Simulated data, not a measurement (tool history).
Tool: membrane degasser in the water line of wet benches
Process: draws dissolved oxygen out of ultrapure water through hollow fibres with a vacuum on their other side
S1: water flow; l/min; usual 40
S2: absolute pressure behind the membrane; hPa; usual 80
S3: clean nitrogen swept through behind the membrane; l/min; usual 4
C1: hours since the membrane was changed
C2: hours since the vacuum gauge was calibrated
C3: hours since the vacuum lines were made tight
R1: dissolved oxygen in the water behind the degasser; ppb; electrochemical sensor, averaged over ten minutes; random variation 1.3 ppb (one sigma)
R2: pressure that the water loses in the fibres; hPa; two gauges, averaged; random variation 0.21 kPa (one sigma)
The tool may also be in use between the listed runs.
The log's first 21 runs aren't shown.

run    hour  S1     S2    S3    C1    C2    C3     R1     R2
 22  2015.9  29     94  3.99  2199  3760   956  113.1  344.5
 23  2082.1  29  172.1  3.99  2266  3826  1022  243.8  348.6
 24  2206.1  29  172.1  3.99  2390  3950  1146  243.1  347.8
 25  2285.9  40  104.1     4  2469  4030  1226  180.7    476
 26  2404.5  53     80     4  2588  4148  1345    168  630.9
 27    2500  53     80     4  2683  4244  1440  170.9  635.4
 28  2613.8  53     80     4  2797  4358  1554  170.9  633.2
 29  2677.7  56   80.1  2.11  2861  4422  1618  301.6  668.9
 30  2740.1  56   80.1  2.11  2924  4484  1680  296.5  669.5
 31  2825.6  56   80.1  2.11  3009  4569  1766    291  668.2

Forecast each of these 5 alternatives for the next run:
  A  2906.3  25   85.7  1.65  3090  4650  1847   ?   ?
  B  2906.3  56   75.4  2.11  3090  4650  1847   ?   ?
  C  2906.3  61  191.1  2.43  3090  4650  1847   ?   ?
  D  2906.3  28  188.5     4  3090  4650  1847   ?   ?
  E  2906.3  38  142.2  2.11  3090  4650  1847   ?   ?

run     R1     R2
  A  185.8  296.8
  B  274.9  668.6
  C  817.4  725.7
  D  261.4  336.9
  E  436.4  453.2
Without the tool's hidden state the same runs would have given:
run     R1     R2
  A  185.4  296.6
  B  274.1  668.1
  C  816.7  725.2
  D  261.1  336.6
  E  435.9  452.8
